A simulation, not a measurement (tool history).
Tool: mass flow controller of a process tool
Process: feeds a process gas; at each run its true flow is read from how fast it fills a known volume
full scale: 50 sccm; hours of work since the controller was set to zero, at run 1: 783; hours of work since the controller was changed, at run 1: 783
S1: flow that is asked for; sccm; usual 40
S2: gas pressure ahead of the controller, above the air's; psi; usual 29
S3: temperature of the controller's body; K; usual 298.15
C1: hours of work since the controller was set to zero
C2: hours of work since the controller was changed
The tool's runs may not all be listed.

run 1 hour=0 | S1=40 S2=29 S3=298.15 | C1=783 C2=783 | true_flow_(%)=100.07
run 2 hour=43.6 | S1=19 S2=29 S3=298.15 | C1=801 C2=801 | true_flow_(%)=99.95
run 3 hour=102.7 | S1=40 S2=29 S3=310.15 | C1=825 C2=825 | true_flow_(%)=99.29
run 4 hour=181.3 | S1=15 S2=29 S3=298.15 | C1=858 C2=858 | true_flow_(%)=99.95
run 5 hour=233.3 | S1=15 S2=29 S3=298.15 | C1=879 C2=879 | true_flow_(%)=99.93
run 6 hour=305.4 | S1=40 S2=29 S3=298.15 | C1=909 C2=909 | true_flow_(%)=100.16
run 7 hour=364.5 | S1=40 S2=33.4 S3=298.15 | C1=933 C2=933 | true_flow_(%)=100.03
run 8 hour=440.9 | S1=20 S2=22.5 S3=308.15 | C1=965 C2=965 | true_flow_(%)=99.52
run 9 hour=516.9 | S1=20 S2=22.5 S3=308.15 | C1=996 C2=996 | true_flow_(%)=99.56
run 10 hour=558.6 | S1=20 S2=22.5 S3=308.15 | C1=1013 C2=1013 | true_flow_(%)=99.48
run 11 hour=625.8 | S1=10 S2=33.5 S3=296.15 | C1=1041 C2=1041 | true_flow_(%)=100.28
run 12 hour=681.5 | S1=10 S2=33.5 S3=296.15 | C1=1064 C2=1064 | true_flow_(%)=100.35
run 13 hour=769.9 | S1=40 S2=29 S3=301.15 | C1=1100 C2=1100 | true_flow_(%)=100.08

Forecast each of these 5 alternatives for the next run:
run A hour=823.7 | S1=40 S2=23.1 S3=302.15 | C1=1122 C2=1122 | true_flow_(%)=?
run B hour=823.7 | S1=40 S2=22.8 S3=309.15 | C1=1122 C2=1122 | true_flow_(%)=?
run C hour=823.7 | S1=40 S2=29 S3=294.15 | C1=1122 C2=1122 | true_flow_(%)=?
run D hour=823.7 | S1=5 S2=37.7 S3=297.15 | C1=1122 C2=1122 | true_flow_(%)=?
run E hour=823.7 | S1=40 S2=29 S3=299.15 | C1=1122 C2=1122 | true_flow_(%)=?

run=A true_flow_(%)=100.2
run=B true_flow_(%)=99.8
run=C true_flow_(%)=100.65
run=D true_flow_(%)=101.23
run=E true_flow_(%)=100.24
Without the tool's hidden state the same runs would have given:
run=A true_flow_(%)=99.64
run=B true_flow_(%)=99.23
run=C true_flow_(%)=100.08
run=D true_flow_(%)=98.55
run=E true_flow_(%)=99.68
